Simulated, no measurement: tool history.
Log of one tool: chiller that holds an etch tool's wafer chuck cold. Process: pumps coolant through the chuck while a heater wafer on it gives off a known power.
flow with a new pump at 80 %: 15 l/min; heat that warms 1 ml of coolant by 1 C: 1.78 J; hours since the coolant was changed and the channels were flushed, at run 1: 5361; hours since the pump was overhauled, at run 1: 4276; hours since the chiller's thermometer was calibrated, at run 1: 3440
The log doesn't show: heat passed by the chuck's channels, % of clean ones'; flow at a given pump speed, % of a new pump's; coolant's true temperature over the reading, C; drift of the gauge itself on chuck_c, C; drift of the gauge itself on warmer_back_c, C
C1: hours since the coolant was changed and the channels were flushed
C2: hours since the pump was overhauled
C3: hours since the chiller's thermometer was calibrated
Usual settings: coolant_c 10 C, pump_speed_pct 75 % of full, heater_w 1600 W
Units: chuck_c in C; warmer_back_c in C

Run 1, day 0.000: usual settings; C1 5361; C2 4276; C3 3440. Result: chuck_c 26.0 C, warmer_back_c 4.00 C.
Run 2, day 4.275: usual settings but pump_speed_pct 67 % of full; C1 5463; C2 4378; C3 3543. Result: chuck_c 27.3 C, warmer_back_c 4.53 C.
Run 3, day 6.792: usual settings but pump_speed_pct 67 % of full, heater_w 1367 W; C1 5524; C2 4439; C3 3603. Result: chuck_c 24.9 C, warmer_back_c 3.87 C.
Run 4, day 9.888: usual settings but pump_speed_pct 67 % of full, heater_w 1367 W; C1 5598; C2 4513; C3 3678. Result: chuck_c 25.1 C, warmer_back_c 3.84 C.
Run 5, day 13.729: usual settings but pump_speed_pct 67 % of full, heater_w 1367 W; C1 5690; C2 4605; C3 3770. Result: chuck_c 24.9 C, warmer_back_c 3.86 C.
Run 6, day 17.462: usual settings but pump_speed_pct 67 % of full, heater_w 1367 W; C1 5780; C2 4695; C3 3859. Result: chuck_c 25.0 C, warmer_back_c 3.90 C.
At day 17.721: chiller's thermometer calibrated.
Run 7, day 20.312: usual settings but pump_speed_pct 67 % of full, heater_w 1367 W; C1 5847; C2 4762; C3 62. Result: chuck_c 25.1 C, warmer_back_c 3.85 C.
Run 8, day 23.488: usual settings but pump_speed_pct 67 % of full, heater_w 1367 W; C1 5924; C2 4839; C3 138. Result: chuck_c 25.3 C, warmer_back_c 3.87 C.
Run 9, day 27.096: usual settings but pump_speed_pct 67 % of full, heater_w 1367 W; C1 6010; C2 4925; C3 225. Result: chuck_c 25.4 C, warmer_back_c 3.88 C.
Run 10, day 31.700: usual settings but pump_speed_pct 67 % of full, heater_w 1367 W; C1 6121; C2 5036; C3 335. Result: chuck_c 25.2 C, warmer_back_c 3.89 C.
At day 32.038: chiller's thermometer calibrated, once more.
Run 11, day 34.733: usual settings but pump_speed_pct 67 % of full, heater_w 1367 W; C1 6192; C2 5107; C3 65. Result: chuck_c 24.7 C, warmer_back_c 3.86 C.

Run 12 comes next. What will it give?
Run 12, day 37.383: usual settings but pump_speed_pct 92 % of full, heater_w 1367 W; C1 6256; C2 5171; C3 128. Result: chuck_c ?, warmer_back_c ?.

Run 12 gave chuck_c 21.7 C, warmer_back_c 2.77 C.
Without the tool's hidden state the same run would have given chuck_c 20.5 C, warmer_back_c 2.65 C.
